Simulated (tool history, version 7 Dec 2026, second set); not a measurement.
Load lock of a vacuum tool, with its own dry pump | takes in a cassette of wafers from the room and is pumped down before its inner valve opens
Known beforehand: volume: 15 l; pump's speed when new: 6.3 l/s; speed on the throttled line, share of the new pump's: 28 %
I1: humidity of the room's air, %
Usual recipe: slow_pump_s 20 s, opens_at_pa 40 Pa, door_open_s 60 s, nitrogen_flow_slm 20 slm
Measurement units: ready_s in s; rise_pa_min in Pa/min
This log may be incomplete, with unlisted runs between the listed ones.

run 1 hour=0 | slow_pump_s=20 opens_at_pa=40 door_open_s=60 nitrogen_flow_slm=20 | I1=42.7 | ready_s=33.7 rise_pa_min=0.074
run 2 hour=381.7 | slow_pump_s=20 opens_at_pa=40 door_open_s=60 nitrogen_flow_slm=25 | I1=47.2 | ready_s=33.8 rise_pa_min=0.078
run 3 hour=716.5 | slow_pump_s=20 opens_at_pa=40 door_open_s=209 nitrogen_flow_slm=20 | I1=43.1 | ready_s=33.4 rise_pa_min=0.133
run 4 hour=1235.7 | slow_pump_s=20 opens_at_pa=40 door_open_s=209 nitrogen_flow_slm=20 | I1=45.2 | ready_s=34.1 rise_pa_min=0.149
run 5 hour=1537.2 | slow_pump_s=20 opens_at_pa=40 door_open_s=60 nitrogen_flow_slm=20 | I1=45.4 | ready_s=34.2 rise_pa_min=0.115
run 6 hour=1971.2 | slow_pump_s=20 opens_at_pa=75 door_open_s=60 nitrogen_flow_slm=20 | I1=43.6 | ready_s=32.6 rise_pa_min=0.116
run 7 hour=2524 | slow_pump_s=20 opens_at_pa=75 door_open_s=60 nitrogen_flow_slm=20 | I1=44.4 | ready_s=32.8 rise_pa_min=0.141
run 8 hour=3033.8 | slow_pump_s=20 opens_at_pa=75 door_open_s=60 nitrogen_flow_slm=20 | I1=40.3 | ready_s=33.2 rise_pa_min=0.153
run 9 hour=3362.8 | slow_pump_s=20 opens_at_pa=75 door_open_s=60 nitrogen_flow_slm=20 | I1=44.3 | ready_s=33 rise_pa_min=0.17
run 10 hour=3685.2 | slow_pump_s=25 opens_at_pa=49 door_open_s=44 nitrogen_flow_slm=9 | I1=41.5 | ready_s=37.8 rise_pa_min=0.19
run 11 hour=4077.9 | slow_pump_s=25 opens_at_pa=49 door_open_s=44 nitrogen_flow_slm=9 | I1=47.3 | ready_s=37.6 rise_pa_min=0.218
run 12 hour=4536.7 | slow_pump_s=25 opens_at_pa=49 door_open_s=44 nitrogen_flow_slm=9 | I1=44.4 | ready_s=37.8 rise_pa_min=0.237
-- hour=4780.7 door's seal changed, seat wiped
run 13 hour=4907.1 | slow_pump_s=20 opens_at_pa=40 door_open_s=198 nitrogen_flow_slm=7 | I1=49 | ready_s=34.7 rise_pa_min=0.173
run 14 hour=5169 | slow_pump_s=20 opens_at_pa=40 door_open_s=60 nitrogen_flow_slm=11 | I1=44 | ready_s=35.5 rise_pa_min=0.084

Run 15 comes next. What will it give?
run 15 hour=5544.7 | slow_pump_s=29 opens_at_pa=56 door_open_s=112 nitrogen_flow_slm=20 | I1=45.7 | ready_s=? rise_pa_min=?

Logged for run 15: ready_s 40.6 s, rise_pa_min 0.099 Pa/min.
With the hidden condition absent and the run-to-run variation left alone, this run would have shown ready_s 38.8 s, rise_pa_min 0.092 Pa/min.

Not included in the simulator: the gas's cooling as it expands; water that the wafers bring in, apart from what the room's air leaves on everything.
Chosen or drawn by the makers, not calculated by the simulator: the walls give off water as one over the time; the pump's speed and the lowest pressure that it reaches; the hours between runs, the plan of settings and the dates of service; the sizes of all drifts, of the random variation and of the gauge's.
